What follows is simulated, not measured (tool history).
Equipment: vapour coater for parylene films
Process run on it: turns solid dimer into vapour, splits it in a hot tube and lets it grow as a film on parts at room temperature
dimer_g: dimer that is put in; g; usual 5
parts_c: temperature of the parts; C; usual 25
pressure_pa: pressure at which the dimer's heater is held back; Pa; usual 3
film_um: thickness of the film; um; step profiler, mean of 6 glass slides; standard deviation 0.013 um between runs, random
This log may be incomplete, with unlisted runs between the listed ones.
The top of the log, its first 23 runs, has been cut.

run   hour  dimer_g  parts_c  pressure_pa  film_um
 24  247.4        5       25            3      1.1
 25  254.5        5       17        11.43     1.23
 26  265.1        5       17         5.71     1.36
 27  273.6        3       33         3.33     0.48
 28  280.9        3       26         2.03     0.69
 29  293.7        7       32         4.51     1.13
 30  301.4        7       22         4.51     1.62
 31  313.2        2       25        10.64     0.37
 32  321.1        6       33            3     0.96
 33  328.2        9       35         2.84     1.34
 34  335.6        4       22         2.08     1.05
 35    346        5       21         9.29     1.07
 36  357.9        5       21         9.29     1.06
 37  367.2        5       23         2.66     1.17
     377.4  -- trap's valve overhauled
 38  379.9        5       23         2.66     1.38
 39  389.7        5       23         2.66     1.34
 40  402.5        5       23         2.66     1.38
 41  410.4        5       23         2.66     1.36
 42  420.4        5       30         3.93     1.01
 43    431        4       31         7.93      0.7
 44  438.2        4       31         7.93      0.7
 45  453.2        2       25            3     0.51
 46  465.1        2       25            3      0.5
 47  478.8        4       26         2.93     0.96

3 ways to go on from here, each from the tool as it stands after run 47. What would each give?
  A  487.3        4       31         2.03        ?
  B  487.3        2       26         2.67        ?
  C  487.3        9       20        11.54        ?

run  film_um
  A     0.83
  B     0.49
  C      2.2
Without the tool's hidden state the same runs would have given:
run  film_um
  A     0.83
  B     0.49
  C     2.22
